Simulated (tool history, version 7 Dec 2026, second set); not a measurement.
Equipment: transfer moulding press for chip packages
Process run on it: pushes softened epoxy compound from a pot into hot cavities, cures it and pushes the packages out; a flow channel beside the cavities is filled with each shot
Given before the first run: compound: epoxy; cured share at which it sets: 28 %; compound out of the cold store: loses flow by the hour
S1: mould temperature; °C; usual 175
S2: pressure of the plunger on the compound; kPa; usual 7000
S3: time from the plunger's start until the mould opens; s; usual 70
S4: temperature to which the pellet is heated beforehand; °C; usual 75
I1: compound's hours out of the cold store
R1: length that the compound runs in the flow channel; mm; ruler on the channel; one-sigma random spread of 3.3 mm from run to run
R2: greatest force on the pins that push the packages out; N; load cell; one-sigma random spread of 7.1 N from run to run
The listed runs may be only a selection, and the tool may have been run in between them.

run	hour	S1	S2	S3	S4	I1	R1	R2
1	0.0	175	7000	70	75	35.2	682	409
2	8.6	175	7000	70	75	44.0	658	457
3	24.2	175	7000	70	75	30.4	732	304
4	43.6	175	7000	70	75	10.9	759	446
5	60.1	175	7000	70	75	19.4	736	334
6	78.5	180	7000	70	75	25.7	711	369
7	97.3	175	7000	70	75	36.5	705	318
8	107.0	175	7000	70	75	25.7	711	406
9	117.7	175	7000	109	75	33.3	703	354
10	130.8	175	7000	109	75	42.3	683	252
11	151.9	175	7000	58	75	39.0	690	658
12	169.5	175	7000	58	75	39.0	687	497
13	181.3	178	8090	59	81	41.5	712	473
14	194.9	168	8090	59	81	31.0	764	1146
15	212.5	179	8090	72	84	29.0	726	339
16	232.8	177	7000	60	72	31.0	717	513
17	247.1	171	6990	60	72	44.4	708	611

Withheld: 11 entries from between the runs. Position of each, and hidden state at the listed run before versus the listed run after:
Run 2 -> run 3: plunger's sealing rings changed (hour 19.8); cavities cleaned with cleaning compound and waxed (hour 23.4)
  true mould temperature over the reading, C: -0.7 -> -0.72; pressure that reaches the compound, % of what is set: 86.76 -> 99.7; grip of the stained cavities, % over clean ones': 48.6 -> 4.4
  measured result minus the result with no hidden state, R1: -46 -> +2 mm; R2: +158 -> +22 N
Run 4 -> run 5: cavities cleaned with cleaning compound and waxed (hour 58.7)
  true mould temperature over the reading, C: -0.73 -> -0.75; pressure that reaches the compound, % of what is set: 98.35 -> 97.21; grip of the stained cavities, % over clean ones': 45.6 -> 6.7
  measured result minus the result with no hidden state, R1: -4 -> -8 mm; R2: +147 -> +32 N
Run 6 -> run 7: cavities cleaned with cleaning compound and waxed (hour 94.2)
  true mould temperature over the reading, C: -0.77 -> -0.79; pressure that reaches the compound, % of what is set: 95.91 -> 94.68; grip of the stained cavities, % over clean ones': 45.3 -> 9.8
  measured result minus the result with no hidden state, R1: -13 -> -17 mm; R2: +119 -> +39 N
Run 8 -> run 9: mould's thermocouples calibrated (hour 110.8)
  true mould temperature over the reading, C: -0.8 -> -1.36; pressure that reaches the compound, % of what is set: 93.96 -> 93.33; grip of the stained cavities, % over clean ones': 32.7 -> 45.3
  measured result minus the result with no hidden state, R1: -20 -> -21 mm; R2: +110 -> +111 N
Run 9 -> run 10: cavities cleaned with cleaning compound and waxed (hour 130.8)
  true mould temperature over the reading, C: -1.36 -> -1.37; pressure that reaches the compound, % of what is set: 93.33 -> 92.45; grip of the stained cavities, % over clean ones': 45.3 -> 3.3
  measured result minus the result with no hidden state, R1: -21 -> -23 mm; R2: +111 -> +9 N
Run 11 -> run 12: cavities cleaned with cleaning compound and waxed (hour 166.1)
  true mould temperature over the reading, C: -1.4 -> -1.41; pressure that reaches the compound, % of what is set: 91.02 -> 89.94; grip of the stained cavities, % over clean ones': 45.7 -> 11
  measured result minus the result with no hidden state, R1: -29 -> -33 mm; R2: +250 -> +96 N
Run 14 -> run 15: cavities cleaned with cleaning compound and waxed (hour 200.6)
  true mould temperature over the reading, C: -1.44 -> -1.46; pressure that reaches the compound, % of what is set: 87.94 -> 86.79; grip of the stained cavities, % over clean ones': 55.5 -> 30.8
  measured result minus the result with no hidden state, R1: -44 -> -48 mm; R2: +486 -> +88 N
Run 15 -> run 16: plunger's sealing rings changed (hour 222.6); mould's thermocouples calibrated, once more (hour 226.6)
  true mould temperature over the reading, C: -1.46 -> 0.2; pressure that reaches the compound, % of what is set: 86.79 -> 98.74; grip of the stained cavities, % over clean ones': 30.8 -> 52.9
  measured result minus the result with no hidden state, R1: -48 -> -5 mm; R2: +88 -> +173 N
Run 16 -> run 17: cavities cleaned with cleaning compound and waxed (hour 239.8)
  true mould temperature over the reading, C: 0.2 -> 0.18; pressure that reaches the compound, % of what is set: 98.74 -> 97.91; grip of the stained cavities, % over clean ones': 52.9 -> 22.7
  measured result minus the result with no hidden state, R1: -5 -> -8 mm; R2: +173 -> +104 N
